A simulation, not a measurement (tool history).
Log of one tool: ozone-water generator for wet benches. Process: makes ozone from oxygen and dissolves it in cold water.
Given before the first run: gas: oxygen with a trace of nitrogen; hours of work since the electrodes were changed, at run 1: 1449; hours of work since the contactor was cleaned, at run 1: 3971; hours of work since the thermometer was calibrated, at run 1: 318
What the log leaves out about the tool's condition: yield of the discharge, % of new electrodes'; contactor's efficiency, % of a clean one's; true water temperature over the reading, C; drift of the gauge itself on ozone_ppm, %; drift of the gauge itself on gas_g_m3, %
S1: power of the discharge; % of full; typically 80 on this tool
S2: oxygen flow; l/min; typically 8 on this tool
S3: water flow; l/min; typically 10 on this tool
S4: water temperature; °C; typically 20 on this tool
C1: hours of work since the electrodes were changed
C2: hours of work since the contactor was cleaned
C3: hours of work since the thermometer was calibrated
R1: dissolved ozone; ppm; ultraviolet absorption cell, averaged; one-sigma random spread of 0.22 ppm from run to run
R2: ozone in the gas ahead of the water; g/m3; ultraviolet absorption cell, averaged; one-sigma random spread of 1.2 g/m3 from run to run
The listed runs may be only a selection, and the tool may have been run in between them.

run	hour	S1	S2	S3	S4	C1	C2	C3	R1	R2
1	0	80	8	10	20	1449	3971	318	33.6	213.7
2	41.7	80	8	10	23	1489	4011	357	30.6	214.6
3	94.7	80	8	10	23	1539	4061	408	31	213.7
4	143.4	80	8	10	23	1586	4107	454	30.5	214.5
5	173.3	80	8	10	23	1614	4136	482	30.8	212.2
6	203.3	80	8	10	20	1643	4164	511	32.9	213.4
7	253.5	80	8	10	20	1690	4212	559	33	213.5
8	304.3	82	8	10	20	1738	4260	607	33.6	219.1
9	359	80	8	10	20	1791	4312	659	33.1	216.3
10	397.1	80	8	10	20	1827	4348	695	33	215.9
11	422.8	80	8	10	20	1851	4373	720	33.4	214.7
12	463.1	80	8	10	20	1889	4411	758	33.3	216.3
13	498	80	8	10	20	1923	4444	791	33.2	213.8
14	545.9	80	8	10	20	1968	4490	836	33.3	215.8
15	594.1	80	8	10	20	2014	4535	882	33.5	216.3
16	625	42	8	13	20	2043	4565	912	19.1	149.4
17	680.9	42	8	13	20	2096	4618	965	19	149.2
18	711.3	80	8	13	17	2125	4647	994	29.1	215.3
19	746.8	80	8	13	17	2159	4681	1027	28.7	217.4
20	782.1	79	8	10	16	2192	4714	1061	36	214.8
21	809.2	79	8	10	16	2218	4740	1087	35.9	215.2
22	834.6	44	4.23	9	24	2242	4764	1111	29.3	236.5
23	868.9	51	8	11	14	2275	4797	1143	27	168.7
24	897.8	51	8	11	14	2302	4824	1171	27.1	167.7
25	934.7	55	7.7	10	20	2337	4859	1206	27.1	180
26	974.8	55	7.7	10	20	2376	4897	1244	27.2	178.4
27	1002.6	90	11.36	10	20	2402	4924	1270	30.1	183.1
28	1054	42	8	14	20	2451	4972	1319	17.9	151.4
29	1090.6	60	11.58	6	24	2486	5007	1354	27.4	144

Hidden state or all else? Some run-to-run changes of R2, split into what the settings, what came in and random variation would give without the hidden state, and what is left for the hidden state (with any gauge scatter that isn't in both results):
Run 15 -> 16: S1 80 -> 42, S3 10 -> 13. R2 -66.9 g/m3: hidden state -0.5, all else -66.4.
Run 17 -> 18: S1 42 -> 80, S4 20 -> 17. R2 +66.1 g/m3: hidden state +0.9, all else +65.2.
Run 22 -> 23: S1 44 -> 51, S2 4.23 -> 8, S3 9 -> 11, S4 24 -> 14. R2 -67.8 g/m3: hidden state -1, all else -66.8.
